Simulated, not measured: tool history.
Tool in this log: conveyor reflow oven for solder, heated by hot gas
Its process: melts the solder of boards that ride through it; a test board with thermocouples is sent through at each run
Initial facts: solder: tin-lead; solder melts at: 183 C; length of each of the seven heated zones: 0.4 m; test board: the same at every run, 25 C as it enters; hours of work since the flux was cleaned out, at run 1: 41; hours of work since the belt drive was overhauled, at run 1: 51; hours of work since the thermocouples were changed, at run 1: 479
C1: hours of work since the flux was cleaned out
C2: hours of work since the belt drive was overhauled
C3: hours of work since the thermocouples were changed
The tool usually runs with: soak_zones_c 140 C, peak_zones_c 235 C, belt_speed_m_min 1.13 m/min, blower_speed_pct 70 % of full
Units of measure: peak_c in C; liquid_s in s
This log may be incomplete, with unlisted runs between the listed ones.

{"run": 1, "day": 0.0, "soak_zones_c": 140, "peak_zones_c": 235, "belt_speed_m_min": 1.13, "blower_speed_pct": 70, "C1": 41, "C2": 51, "C3": 479, "peak_c": 213.6, "liquid_s": 30.2}
{"run": 2, "day": 0.371, "soak_zones_c": 140, "peak_zones_c": 235, "belt_speed_m_min": 1.13, "blower_speed_pct": 70, "C1": 45, "C2": 55, "C3": 483, "peak_c": 213.3, "liquid_s": 29.8}
{"run": 3, "day": 0.621, "soak_zones_c": 140, "peak_zones_c": 235, "belt_speed_m_min": 1.13, "blower_speed_pct": 70, "C1": 48, "C2": 57, "C3": 486, "peak_c": 213.2, "liquid_s": 29.9}
{"run": 4, "day": 1.0, "soak_zones_c": 140, "peak_zones_c": 235, "belt_speed_m_min": 1.13, "blower_speed_pct": 70, "C1": 51, "C2": 61, "C3": 490, "peak_c": 212.8, "liquid_s": 29.3}
{"day": 1.188, "done": "belt drive overhauled, speed set with a stopwatch"}
{"run": 5, "day": 1.583, "soak_zones_c": 140, "peak_zones_c": 235, "belt_speed_m_min": 1.13, "blower_speed_pct": 70, "C1": 56, "C2": 4, "C3": 494, "peak_c": 212.8, "liquid_s": 30}
{"run": 6, "day": 1.821, "soak_zones_c": 140, "peak_zones_c": 235, "belt_speed_m_min": 1.13, "blower_speed_pct": 70, "C1": 58, "C2": 6, "C3": 496, "peak_c": 213.4, "liquid_s": 29.5}
{"run": 7, "day": 2.029, "soak_zones_c": 140, "peak_zones_c": 235, "belt_speed_m_min": 1.13, "blower_speed_pct": 70, "C1": 60, "C2": 9, "C3": 498, "peak_c": 212.8, "liquid_s": 30}

What does the tool deliver on the next run?
{"day": 2.342, "done": "belt drive overhauled, speed set with a stopwatch, once more"}
{"run": 8, "day": 2.396, "soak_zones_c": 140, "peak_zones_c": 235, "belt_speed_m_min": 1.13, "blower_speed_pct": 70, "C1": 62, "C2": 1, "C3": 500, "peak_c": "?", "liquid_s": "?"}

peak_c: 212.5 C
liquid_s: 29.8 s
Were there no unlogged condition in the tool, this run, its random variation unchanged, would have produced peak_c 213.6 C, liquid_s 30.4 s.

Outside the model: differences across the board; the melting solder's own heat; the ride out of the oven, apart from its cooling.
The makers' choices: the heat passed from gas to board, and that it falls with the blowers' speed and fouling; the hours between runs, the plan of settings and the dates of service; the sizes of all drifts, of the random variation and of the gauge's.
